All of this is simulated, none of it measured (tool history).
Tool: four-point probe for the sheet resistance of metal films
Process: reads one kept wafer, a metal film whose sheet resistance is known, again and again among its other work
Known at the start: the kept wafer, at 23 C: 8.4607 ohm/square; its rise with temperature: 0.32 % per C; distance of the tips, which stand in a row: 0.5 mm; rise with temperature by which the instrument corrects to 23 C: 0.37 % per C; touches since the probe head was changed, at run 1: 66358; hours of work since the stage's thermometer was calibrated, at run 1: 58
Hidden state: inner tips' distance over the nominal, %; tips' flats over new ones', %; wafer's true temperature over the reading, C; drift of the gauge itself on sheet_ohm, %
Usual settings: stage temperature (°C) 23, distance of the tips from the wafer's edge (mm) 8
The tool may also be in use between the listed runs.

run,hour,stage temperature (°C),distance of the tips from the wafer's edge (mm),touches since the probe head was changed,hours of work since the stage's thermometer was calibrated,sheet resistance as the instrument gives it (ohm/square)
1,0,23,8,66358,58,8.431695
2,56.4,23,8,67950,96,8.431935
3,103.1,23,8,69266,127,8.434027
4,170.9,23,8,71179,173,8.434802
5,212,23,8,72338,200,8.432493
6,247.3,23,8,73335,224,8.432914
7,311.9,26,9,75158,267,8.418352
# hour 315.7: stage's thermometer calibrated
8,341.3,22,18,75974,17,8.424421
9,387,22,18,77261,48,8.425875
10,434,25,32,78587,79,8.411007
11,473.1,27,31,79692,106,8.400744
# hour 494.9: stage's thermometer calibrated, once more
12,529.1,19,34,81258,23,8.427949

Forecast each of these 3 alternatives for the next run:
A,566.9,19,8,82325,48,?
B,566.9,30,34,82325,48,?
C,566.9,33,35,82325,48,?

run,sheet resistance as the instrument gives it (ohm/square)
A,8.444214
B,8.386593
C,8.374212
Without the tool's hidden state the same runs would have given:
run,sheet resistance as the instrument gives it (ohm/square)
A,8.493795
B,8.435859
C,8.42341
